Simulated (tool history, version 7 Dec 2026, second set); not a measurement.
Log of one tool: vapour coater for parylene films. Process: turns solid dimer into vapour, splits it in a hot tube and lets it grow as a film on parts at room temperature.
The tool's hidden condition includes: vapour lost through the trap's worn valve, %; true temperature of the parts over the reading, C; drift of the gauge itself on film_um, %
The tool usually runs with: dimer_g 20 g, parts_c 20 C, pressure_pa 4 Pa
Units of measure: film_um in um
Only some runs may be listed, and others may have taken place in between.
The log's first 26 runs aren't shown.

run    hour  dimer_g  parts_c  pressure_pa  hours of work since the trap's valve was overhauled  hours of work since the table's thermometer was calibrated  film_um
 27     716       20       12         6.93                                                  157                                                         662     4.26
 28   739.8       16       20            4                                                  177                                                         682     2.96
 29   767.1       16       20            4                                                  199                                                         704     2.94
 30   785.5       16       26            4                                                  214                                                         718     2.52
 31   813.9       14       26         2.55                                                  237                                                         741     2.34
 32   835.8       34       26         3.64                                                  254                                                         759     5.44
 33   853.7       20       20          2.4                                                  269                                                         773     3.91
 34   874.8       20       20          2.4                                                  286                                                         791     3.88
 35   915.2       13       27          2.4                                                  318                                                         823     2.09
 36   949.4       25       31         7.31                                                  346                                                         851     3.18
 37   969.8       25       31         7.31                                                  362                                                         867     3.12
 38   988.9       20       19            4                                                  378                                                         883     3.63
 39  1019.1       20       16            4                                                  402                                                         907     4.05
     1047.9  -- table's thermometer calibrated
 40  1060.9       18       14        11.97                                                  435                                                          10     3.15
     1094.7  -- trap's valve overhauled
 41  1104.2       18       14        11.97                                                    8                                                          42     3.45
 42  1127.8       28       20         4.47                                                   27                                                          61     5.17
 43    1157       28       20         4.47                                                   50                                                          85     5.08
 44  1187.8       11       18          6.3                                                   75                                                         110     2.05
 45  1222.7       11       18          6.3                                                  103                                                         138        2
 46  1248.5       13       20         5.03                                                  124                                                         159     2.33

3 options for the next run, each taken on its own from the tool as it stands now. Forecast them:
  A  1271.1       15       14        10.22                                                  142                                                         177        ?
  B  1271.1       20       13         2.06                                                  142                                                         177        ?
  C  1271.1       20       20         2.03                                                  142                                                         177        ?

run  film_um
  A     2.84
  B     4.74
  C     4.02
Stripped of hidden state, with their random variation kept, the same runs would have yielded:
run  film_um
  A      2.9
  B     4.85
  C     4.11
